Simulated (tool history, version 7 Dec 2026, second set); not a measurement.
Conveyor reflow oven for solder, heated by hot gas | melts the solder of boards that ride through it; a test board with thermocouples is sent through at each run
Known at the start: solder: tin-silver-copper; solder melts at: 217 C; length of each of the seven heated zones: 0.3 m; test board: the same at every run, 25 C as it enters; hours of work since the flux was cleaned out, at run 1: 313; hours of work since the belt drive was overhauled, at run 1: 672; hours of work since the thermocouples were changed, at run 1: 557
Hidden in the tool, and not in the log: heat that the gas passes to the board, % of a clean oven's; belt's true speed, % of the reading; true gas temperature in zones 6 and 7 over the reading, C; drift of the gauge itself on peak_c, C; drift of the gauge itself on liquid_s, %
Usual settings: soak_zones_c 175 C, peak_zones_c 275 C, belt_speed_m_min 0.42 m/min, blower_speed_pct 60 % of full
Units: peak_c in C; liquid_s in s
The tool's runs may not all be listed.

run,day,soak_zones_c,peak_zones_c,belt_speed_m_min,blower_speed_pct,hours of work since the flux was cleaned out,hours of work since the belt drive was overhauled,hours of work since the thermocouples were changed,peak_c,liquid_s
1,0,175,275,0.42,60,313,672,557,256,67.2
2,0.621,175,275,0.42,60,322,681,566,255.5,67
3,2.021,175,275,0.42,60,344,702,588,255.8,66.7
4,2.983,175,274,0.42,60,358,717,602,254.8,65.9
5,4.35,175,274,0.42,60,379,737,623,254.6,65.7
# day 5.079: flux residue cleaned out of gas plates and filters
6,5.633,175,275,0.42,62,8,754,639,259,69.9
7,6.433,175,275,0.42,62,21,766,651,259,69.6
8,7.579,175,275,0.42,62,38,783,669,258.7,69.7
9,8.796,175,276,0.42,62,56,802,687,259.5,70.4
10,9.95,175,276,0.42,62,74,819,705,259.6,70.4
11,10.754,168,275,0.42,60,86,831,717,256.6,65.4
12,11.975,167,275,0.42,60,105,850,735,256.8,64.7
# day 12.217: belt drive overhauled, speed set with a stopwatch
13,12.942,175,275,0.348,60,117,11,748,264.2,89.8
14,14.079,175,275,0.348,60,134,28,765,264.1,89.3
15,15.567,175,275,0.348,60,156,51,787,264.1,89.5
16,16.979,169,264,0.355,68,178,72,809,254,78.1
# day 18.129: belt drive overhauled, speed set with a stopwatch, once more
17,18.258,169,264,0.355,68,195,2,826,253.5,76.5
18,18.996,170,275,0.42,59,206,13,837,255.9,64.7
19,20.175,176,280,0.42,60,224,31,855,261.8,70.9
20,21.596,175,275,0.492,60,245,53,876,250.5,51.6
21,22.775,175,272,0.458,60,263,70,894,251.4,56.5
22,23.812,175,267,0.496,60,279,86,910,243.4,44.9
23,25.142,164,273,0.366,87,299,106,930,263.2,80.1
24,26.317,164,273,0.366,87,317,124,948,263.4,79.6
25,27.15,162,275,0.42,60,330,137,960,254,59.6
26,27.858,173,275,0.487,60,340,148,971,249.6,51
27,29.046,173,270,0.487,64,358,166,989,246.8,48.6
28,29.683,173,270,0.487,64,368,175,999,247,48.5
29,30.396,188,275,0.433,58,379,186,1010,257.6,71.2
# day 31.1: flux residue cleaned out of gas plates and filters
30,31.296,178,268,0.467,57,3,197,1020,249.1,54.9

5 ways to go on from here, each from the tool as it stands after run 30. What would each give?
A,32.521,167,268,0.467,57,22,215,1039,?,?
B,32.521,178,283,0.467,57,22,215,1039,?,?
C,32.521,163,279,0.42,60,22,215,1039,?,?
D,32.521,180,275,0.382,74,22,215,1039,?,?
E,32.521,183,282,0.467,69,22,215,1039,?,?

run,peak_c,liquid_s
A,246.3,48.5
B,261.3,63.7
C,260.3,65.7
D,265.7,84.2
E,265.1,68.5
Without the tool's hidden state the same runs would have given:
run,peak_c,liquid_s
A,244.8,47.1
B,259.7,62.6
C,258.7,64.5
D,264,83.1
E,263.5,67.5
